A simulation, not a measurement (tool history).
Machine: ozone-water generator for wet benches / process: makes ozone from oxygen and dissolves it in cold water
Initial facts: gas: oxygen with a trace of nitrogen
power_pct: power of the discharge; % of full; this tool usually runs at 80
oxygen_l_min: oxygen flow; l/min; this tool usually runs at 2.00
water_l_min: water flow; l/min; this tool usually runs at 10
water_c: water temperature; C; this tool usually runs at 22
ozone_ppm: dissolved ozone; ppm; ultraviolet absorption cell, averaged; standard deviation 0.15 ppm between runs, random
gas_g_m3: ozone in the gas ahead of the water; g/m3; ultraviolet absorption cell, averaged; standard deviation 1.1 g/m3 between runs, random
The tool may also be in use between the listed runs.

run 1 hour=0.0 | power_pct=80 oxygen_l_min=2.00 water_l_min=10 water_c=22 | ozone_ppm=17.9 gas_g_m3=190.6
run 2 hour=94.1 | power_pct=80 oxygen_l_min=2.00 water_l_min=10 water_c=19 | ozone_ppm=18.4 gas_g_m3=189.4
run 3 hour=164.3 | power_pct=80 oxygen_l_min=2.00 water_l_min=10 water_c=19 | ozone_ppm=18.1 gas_g_m3=187.9
run 4 hour=236.7 | power_pct=80 oxygen_l_min=2.00 water_l_min=10 water_c=19 | ozone_ppm=18.4 gas_g_m3=187.2
run 5 hour=341.9 | power_pct=80 oxygen_l_min=2.00 water_l_min=10 water_c=19 | ozone_ppm=18.5 gas_g_m3=187.9
run 6 hour=432.2 | power_pct=80 oxygen_l_min=2.00 water_l_min=10 water_c=25 | ozone_ppm=16.7 gas_g_m3=190.1
run 7 hour=536.7 | power_pct=80 oxygen_l_min=2.00 water_l_min=10 water_c=22 | ozone_ppm=17.4 gas_g_m3=188.6
run 8 hour=602.9 | power_pct=80 oxygen_l_min=2.00 water_l_min=10 water_c=22 | ozone_ppm=17.4 gas_g_m3=186.3
run 9 hour=691.8 | power_pct=80 oxygen_l_min=2.00 water_l_min=10 water_c=23 | ozone_ppm=17.2 gas_g_m3=187.0
run 10 hour=736.8 | power_pct=80 oxygen_l_min=2.00 water_l_min=10 water_c=23 | ozone_ppm=17.1 gas_g_m3=185.7
run 11 hour=829.1 | power_pct=80 oxygen_l_min=2.00 water_l_min=10 water_c=25 | ozone_ppm=16.6 gas_g_m3=186.1
run 12 hour=922.0 | power_pct=80 oxygen_l_min=1.25 water_l_min=10 water_c=22 | ozone_ppm=16.8 gas_g_m3=240.9
run 13 hour=1002.2 | power_pct=80 oxygen_l_min=2.00 water_l_min=10 water_c=19 | ozone_ppm=17.9 gas_g_m3=186.2
run 14 hour=1102.1 | power_pct=80 oxygen_l_min=2.00 water_l_min=10 water_c=19 | ozone_ppm=18.0 gas_g_m3=184.1
run 15 hour=1152.9 | power_pct=80 oxygen_l_min=2.76 water_l_min=10 water_c=19 | ozone_ppm=17.8 gas_g_m3=154.4
-- hour=1213.9 contactor cleaned
run 16 hour=1261.4 | power_pct=80 oxygen_l_min=2.00 water_l_min=10 water_c=22 | ozone_ppm=17.4 gas_g_m3=186.3
run 17 hour=1352.8 | power_pct=80 oxygen_l_min=2.00 water_l_min=10 water_c=22 | ozone_ppm=17.5 gas_g_m3=183.6
run 18 hour=1440.5 | power_pct=80 oxygen_l_min=2.00 water_l_min=10 water_c=22 | ozone_ppm=17.4 gas_g_m3=182.9
run 19 hour=1534.8 | power_pct=80 oxygen_l_min=2.00 water_l_min=10 water_c=22 | ozone_ppm=17.3 gas_g_m3=186.0
run 20 hour=1631.1 | power_pct=41 oxygen_l_min=2.00 water_l_min=6 water_c=22 | ozone_ppm=13.8 gas_g_m3=101.3
run 21 hour=1690.5 | power_pct=45 oxygen_l_min=2.00 water_l_min=6 water_c=19 | ozone_ppm=15.5 gas_g_m3=110.5
run 22 hour=1788.7 | power_pct=45 oxygen_l_min=2.58 water_l_min=6 water_c=19 | ozone_ppm=15.3 gas_g_m3=95.4
run 23 hour=1843.4 | power_pct=45 oxygen_l_min=2.58 water_l_min=6 water_c=19 | ozone_ppm=15.2 gas_g_m3=95.9
run 24 hour=1953.1 | power_pct=45 oxygen_l_min=2.58 water_l_min=6 water_c=19 | ozone_ppm=15.0 gas_g_m3=95.9
run 25 hour=2060.7 | power_pct=45 oxygen_l_min=2.58 water_l_min=6 water_c=19 | ozone_ppm=15.1 gas_g_m3=94.8
run 26 hour=2148.6 | power_pct=45 oxygen_l_min=1.59 water_l_min=6 water_c=19 | ozone_ppm=15.7 gas_g_m3=126.1
run 27 hour=2233.9 | power_pct=61 oxygen_l_min=1.59 water_l_min=9 water_c=19 | ozone_ppm=15.2 gas_g_m3=164.0
run 28 hour=2279.4 | power_pct=59 oxygen_l_min=1.59 water_l_min=8 water_c=19 | ozone_ppm=16.2 gas_g_m3=158.2
run 29 hour=2374.4 | power_pct=69 oxygen_l_min=1.76 water_l_min=8 water_c=27 | ozone_ppm=16.4 gas_g_m3=171.1
run 30 hour=2432.8 | power_pct=69 oxygen_l_min=1.76 water_l_min=8 water_c=27 | ozone_ppm=16.5 gas_g_m3=172.4
run 31 hour=2503.8 | power_pct=59 oxygen_l_min=1.47 water_l_min=7 water_c=15 | ozone_ppm=18.7 gas_g_m3=166.0
-- hour=2515.1 water thermometer calibrated
run 32 hour=2569.2 | power_pct=73 oxygen_l_min=2.77 water_l_min=14 water_c=30 | ozone_ppm=10.6 gas_g_m3=138.2
run 33 hour=2648.6 | power_pct=63 oxygen_l_min=2.00 water_l_min=9 water_c=22 | ozone_ppm=14.7 gas_g_m3=146.9
run 34 hour=2729.2 | power_pct=63 oxygen_l_min=1.72 water_l_min=9 water_c=22 | ozone_ppm=15.0 gas_g_m3=161.9

Some steps in ozone_ppm between neighbouring runs. How much of each would the tool show without its hidden state too (settings, what came in, random variation), and how much is left for the hidden state, with any gauge scatter that isn't in both results?
Hidden conditions of the tool in this case: yield of the discharge, % of new electrodes'; contactor's efficiency, % of a clean one's; true water temperature over the reading, C; drift of the gauge itself on ozone_ppm, %; drift of the gauge itself on gas_g_m3, %.
Run 15 -> 16: oxygen_l_min 2.76 -> 2.00, water_c 19 -> 22, contactor cleaned. ozone_ppm -0.4 ppm: hidden state +0.3, all else -0.7.
Run 19 -> 20: power_pct 80 -> 41, water_l_min 10 -> 6. ozone_ppm -3.5 ppm: hidden state +0.2, all else -3.7.
Run 26 -> 27: power_pct 45 -> 61, water_l_min 6 -> 9. ozone_ppm -0.5 ppm: hidden state -0.2, all else -0.3.
Run 31 -> 32: power_pct 59 -> 73, oxygen_l_min 1.47 -> 2.77, water_l_min 7 -> 14, water_c 15 -> 30, water thermometer calibrated. ozone_ppm -8.1 ppm: hidden state +0.2, all else -8.3.
Run 32 -> 33: power_pct 73 -> 63, oxygen_l_min 2.77 -> 2.00, water_l_min 14 -> 9, water_c 30 -> 22. ozone_ppm +4.1 ppm: hidden state -0.1, all else +4.2.
